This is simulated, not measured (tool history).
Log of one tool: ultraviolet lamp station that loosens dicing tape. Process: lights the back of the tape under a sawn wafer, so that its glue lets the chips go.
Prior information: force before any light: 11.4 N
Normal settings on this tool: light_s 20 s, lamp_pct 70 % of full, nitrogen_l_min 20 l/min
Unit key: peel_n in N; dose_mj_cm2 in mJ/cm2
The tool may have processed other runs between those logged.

run   hour  light_s  lamp_pct  nitrogen_l_min  peel_n  dose_mj_cm2
  1    0.0       20        70              20   0.484          359
  2   42.9       20        70              20   0.506          350
  3   74.7       20        70              20   0.511          353
  4  101.2       20        72              20   0.475          358
  5  137.4       20        72              20   0.513          352
  6  166.2       20        70              20   0.374          394
  7  187.1       20        70              20   0.385          391
  8  212.7       20        70              20   0.400          389
  9  255.5       26        70              20   0.211          498
 10  283.6       14        78              33   0.566          297
 11  318.8       14        78              33   0.566          290
 12  338.2       14        78              33   0.584          288
 13  374.7       11        82              20   1.295          242
 14  403.8       20        96              14   0.273          494
 15  428.0       20        96              14   0.284          499
 16  458.4       30        70              14   0.226          535
 17  498.2       33        62              12   0.283          516

Between the runs listed above, the log contained 1 entry, not reproduced here. Where in the sequence does each belong, and how does what the log doesn't record of the tool's condition differ from the listed run before to the listed run after?
From run 5 to run 6: window cleaned of glue's vapour (hour 149.7)
  lamp's light, % of a new lamp's: 86.6 -> 86.2; light that the window lets through, % of a clean one's: 86.6 -> 99.7
  what was measured, less what the result would be without the hidden state, peel_n: +0.267 -> +0.123 N; dose_mj_cm2: -117 -> -65 mJ/cm2
